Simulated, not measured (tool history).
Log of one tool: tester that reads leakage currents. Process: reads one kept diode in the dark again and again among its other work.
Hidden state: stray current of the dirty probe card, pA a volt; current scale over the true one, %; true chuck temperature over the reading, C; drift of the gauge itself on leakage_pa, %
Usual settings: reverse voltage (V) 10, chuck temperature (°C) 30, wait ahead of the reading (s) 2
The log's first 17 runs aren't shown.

run,hour,reverse voltage (V),chuck temperature (°C),wait ahead of the reading (s),hours of work since the probe card was cleaned,hours of work since the tester was calibrated,hours of work since the chuck was calibrated,current that the tester gives (pA)
18,2200.9,10,30,0.34,989,2661,1642,141.37
19,2274.4,10,30,2,1043,2714,1695,134.68
# hour 2385.4: chuck's temperature calibrated
20,2401.9,10,30,2,1134,2806,12,135.21
21,2554.3,10,30,7.08,1245,2916,123,134.32
22,2670.3,1.9,46,1.83,1329,3001,207,213.82
23,2817.8,2,24,0.47,1436,3108,314,38.23
# hour 2836.6: probe card cleaned and baked
24,2966.4,4.3,60,0.35,94,3214,420,868.06
25,3041.9,4.8,27,0.33,149,3268,475,77.27
26,3206.1,4.8,27,0.33,268,3388,594,77.29
27,3294.7,4.8,27,0.74,333,3452,659,74.65
28,3374.1,4.8,27,0.74,391,3510,716,75.05
29,3487.6,12.2,24,2,473,3592,799,90.15
30,3604.8,13.5,48,4.96,558,3677,884,634.33
31,3680.2,4.2,37,0.61,613,3732,939,158.22

Forecast run 32:
32,3842.9,2,23,0.37,731,3850,1057,?

Run 32 gave current that the tester gives (pA) 35.44.
Without the tool's hidden state the same run would have given current that the tester gives (pA) 35.43.
